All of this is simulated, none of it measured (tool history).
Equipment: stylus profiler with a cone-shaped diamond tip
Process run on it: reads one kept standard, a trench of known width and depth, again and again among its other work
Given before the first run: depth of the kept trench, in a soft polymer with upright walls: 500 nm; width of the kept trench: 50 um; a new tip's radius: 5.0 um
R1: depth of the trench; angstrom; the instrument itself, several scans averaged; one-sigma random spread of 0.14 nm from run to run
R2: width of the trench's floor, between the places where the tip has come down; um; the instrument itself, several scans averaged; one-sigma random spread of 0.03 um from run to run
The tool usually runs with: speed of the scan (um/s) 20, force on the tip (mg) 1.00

{"run": 1, "hour": 0.0, "speed of the scan (um/s)": 20, "force on the tip (mg)": 1.0, "R1": 5036.5, "R2": 45.42}
{"run": 2, "hour": 57.9, "speed of the scan (um/s)": 20, "force on the tip (mg)": 1.0, "R1": 5034.9, "R2": 45.45}
{"run": 3, "hour": 114.0, "speed of the scan (um/s)": 24, "force on the tip (mg)": 1.0, "R1": 5034.0, "R2": 45.41}
{"run": 4, "hour": 173.9, "speed of the scan (um/s)": 24, "force on the tip (mg)": 1.0, "R1": 5036.6, "R2": 45.4}
{"run": 5, "hour": 210.4, "speed of the scan (um/s)": 24, "force on the tip (mg)": 1.0, "R1": 5035.3, "R2": 45.41}
{"run": 6, "hour": 252.7, "speed of the scan (um/s)": 20, "force on the tip (mg)": 2.77, "R1": 5071.5, "R2": 45.53}
{"run": 7, "hour": 299.6, "speed of the scan (um/s)": 20, "force on the tip (mg)": 2.77, "R1": 5069.7, "R2": 45.56}
{"run": 8, "hour": 336.7, "speed of the scan (um/s)": 20, "force on the tip (mg)": 2.3, "R1": 5061.0, "R2": 45.56}
{"run": 9, "hour": 397.4, "speed of the scan (um/s)": 20, "force on the tip (mg)": 2.3, "R1": 5061.4, "R2": 45.44}
{"run": 10, "hour": 463.2, "speed of the scan (um/s)": 20, "force on the tip (mg)": 2.3, "R1": 5062.4, "R2": 45.55}
{"run": 11, "hour": 507.9, "speed of the scan (um/s)": 59, "force on the tip (mg)": 2.3, "R1": 5060.8, "R2": 45.27}
{"run": 12, "hour": 565.5, "speed of the scan (um/s)": 59, "force on the tip (mg)": 2.3, "R1": 5060.2, "R2": 45.35}
{"run": 13, "hour": 614.7, "speed of the scan (um/s)": 31, "force on the tip (mg)": 1.49, "R1": 5045.2, "R2": 45.41}
{"run": 14, "hour": 671.8, "speed of the scan (um/s)": 50, "force on the tip (mg)": 0.45, "R1": 5020.8, "R2": 44.92}
{"run": 15, "hour": 711.8, "speed of the scan (um/s)": 50, "force on the tip (mg)": 0.45, "R1": 5023.4, "R2": 44.99}
{"run": 16, "hour": 772.9, "speed of the scan (um/s)": 40, "force on the tip (mg)": 0.37, "R1": 5018.0, "R2": 45.07}
{"run": 17, "hour": 829.1, "speed of the scan (um/s)": 40, "force on the tip (mg)": 0.37, "R1": 5017.2, "R2": 45.1}
{"run": 18, "hour": 869.9, "speed of the scan (um/s)": 40, "force on the tip (mg)": 0.37, "R1": 5017.2, "R2": 45.04}
{"run": 19, "hour": 934.8, "speed of the scan (um/s)": 40, "force on the tip (mg)": 0.37, "R1": 5016.7, "R2": 45.08}
{"run": 20, "hour": 968.6, "speed of the scan (um/s)": 11, "force on the tip (mg)": 0.39, "R1": 5019.3, "R2": 45.49}
{"run": 21, "hour": 1024.8, "speed of the scan (um/s)": 60, "force on the tip (mg)": 1.01, "R1": 5037.8, "R2": 45.04}

Forecast each of these 4 alternatives for the next run:
{"run": "A", "hour": 1054.3, "speed of the scan (um/s)": 6, "force on the tip (mg)": 2.99, "R1": "?", "R2": "?"}
{"run": "B", "hour": 1054.3, "speed of the scan (um/s)": 6, "force on the tip (mg)": 0.37, "R1": "?", "R2": "?"}
{"run": "C", "hour": 1054.3, "speed of the scan (um/s)": 21, "force on the tip (mg)": 0.78, "R1": "?", "R2": "?"}
{"run": "D", "hour": 1054.3, "speed of the scan (um/s)": 8, "force on the tip (mg)": 1.01, "R1": "?", "R2": "?"}

run=A R1=5073.4 R2=45.60
run=B R1=5018.0 R2=45.56
run=C R1=5031.0 R2=45.37
run=D R1=5034.5 R2=45.50
Without the tool's hidden state the same runs would have given:
run=A R1=5073.5 R2=45.63
run=B R1=5018.1 R2=45.59
run=C R1=5031.1 R2=45.40
run=D R1=5034.5 R2=45.53

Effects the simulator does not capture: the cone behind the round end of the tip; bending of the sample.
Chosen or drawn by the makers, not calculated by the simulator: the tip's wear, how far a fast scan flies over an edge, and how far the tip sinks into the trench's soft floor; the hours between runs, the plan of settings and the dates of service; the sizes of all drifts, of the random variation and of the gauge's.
